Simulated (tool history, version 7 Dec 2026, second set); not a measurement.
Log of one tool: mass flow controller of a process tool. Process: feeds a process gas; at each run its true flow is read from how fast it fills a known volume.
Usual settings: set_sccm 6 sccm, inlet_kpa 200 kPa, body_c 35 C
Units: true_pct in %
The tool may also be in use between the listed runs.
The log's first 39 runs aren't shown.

run 40 hour=5060.2 | set_sccm=20 inlet_kpa=249 body_c=35 | true_pct=100.09
run 41 hour=5182.9 | set_sccm=3 inlet_kpa=249 body_c=35 | true_pct=98.92
run 42 hour=5287.0 | set_sccm=4 inlet_kpa=272 body_c=35 | true_pct=99.17
run 43 hour=5378.5 | set_sccm=4 inlet_kpa=272 body_c=35 | true_pct=99.35
run 44 hour=5515.1 | set_sccm=16 inlet_kpa=234 body_c=21 | true_pct=101.03
run 45 hour=5680.0 | set_sccm=16 inlet_kpa=234 body_c=21 | true_pct=101.17
run 46 hour=5760.0 | set_sccm=16 inlet_kpa=234 body_c=21 | true_pct=101.20
run 47 hour=5888.1 | set_sccm=7 inlet_kpa=167 body_c=36 | true_pct=99.08
run 48 hour=6021.6 | set_sccm=7 inlet_kpa=167 body_c=36 | true_pct=99.05

Forecast each of these 3 alternatives for the next run:
run A hour=6180.3 | set_sccm=7 inlet_kpa=160 body_c=36 | true_pct=?
run B hour=6180.3 | set_sccm=5 inlet_kpa=167 body_c=34 | true_pct=?
run C hour=6180.3 | set_sccm=9 inlet_kpa=241 body_c=33 | true_pct=?

run=A true_pct=99.14
run=B true_pct=99.23
run=C true_pct=100.09
Without the tool's hidden state the same runs would have given:
run=A true_pct=97.96
run=B true_pct=98.05
run=C true_pct=98.90

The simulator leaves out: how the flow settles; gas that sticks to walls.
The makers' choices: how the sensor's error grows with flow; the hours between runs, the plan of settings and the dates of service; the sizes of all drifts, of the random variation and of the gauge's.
